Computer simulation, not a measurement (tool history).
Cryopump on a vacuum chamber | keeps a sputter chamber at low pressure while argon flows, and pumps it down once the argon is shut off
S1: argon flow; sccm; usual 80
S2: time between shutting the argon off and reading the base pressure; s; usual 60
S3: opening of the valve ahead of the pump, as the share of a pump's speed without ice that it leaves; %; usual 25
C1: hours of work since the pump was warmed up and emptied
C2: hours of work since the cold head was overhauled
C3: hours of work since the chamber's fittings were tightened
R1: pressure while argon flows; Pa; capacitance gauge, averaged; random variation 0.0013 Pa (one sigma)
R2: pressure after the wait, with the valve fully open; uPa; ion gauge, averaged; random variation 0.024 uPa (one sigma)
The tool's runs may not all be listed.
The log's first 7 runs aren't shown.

run	hour	S1	S2	S3	C1	C2	C3	R1	R2
8	610.1	80	77	25	186	2829	1028	0.2965	1.20
9	679.7	80	60	28	242	2884	1084	0.2704	1.35
10	790.2	80	60	27	330	2972	1172	0.2804	1.43
11	857.9	80	60	25	384	3026	1226	0.3066	1.47
12	941.5	80	60	25	450	3093	1292	0.3070	1.51
13	997.3	80	117	25	495	3137	1336	0.3075	1.16
14	1077.7	80	117	25	559	3201	1400	0.3098	1.23
15	1167.2	80	126	25	630	3273	1472	0.3154	1.25
16	1240.1	80	115	25	688	3331	1530	0.3155	1.33
17	1346.1	80	115	25	772	3415	1614	0.3171	1.46
18	1419.7	56	115	25	831	3474	1673	0.2253	1.43
# hour 1440.4: pump warmed up, emptied and cooled again
19	1537.3	56	115	25	77	3563	1762	0.2096	1.29
20	1655.0	88	60	29	171	3657	1856	0.2868	1.68
# hour 1718.6: leaking fittings of the chamber tightened, without venting
21	1778.6	88	60	29	268	3754	48	0.2897	0.95
22	1904.8	88	60	29	368	3854	148	0.2920	1.00
23	1970.6	88	60	29	420	3906	201	0.2925	1.07
24	2068.3	76	22	31	498	3984	278	0.2392	2.43
25	2158.0	76	22	31	570	4056	350	0.2421	2.49
26	2260.8	76	22	31	651	4137	432	0.2422	2.48
27	2379.2	160	271	27	746	4232	526	0.5901	0.68
28	2446.3	49	30	28	799	4285	579	0.1754	2.00
# hour 2508.9: pump warmed up, emptied and cooled again
29	2521.6	60	60	16	10	4341	635	0.3483	1.20
30	2582.6	60	27	16	59	4390	684	0.3485	2.18
31	2688.0	60	21	26	143	4474	768	0.2170	2.67
32	2775.9	38	60	25	213	4544	838	0.1436	1.25

The next listed run, before its measurement:
33	2853.5	38	271	25	274	4605	899	?	?

Run 33 gave R1 0.1439 Pa, R2 0.77 uPa.
Without the tool's hidden state the same run would have given R1 0.1393 Pa, R2 0.36 uPa.
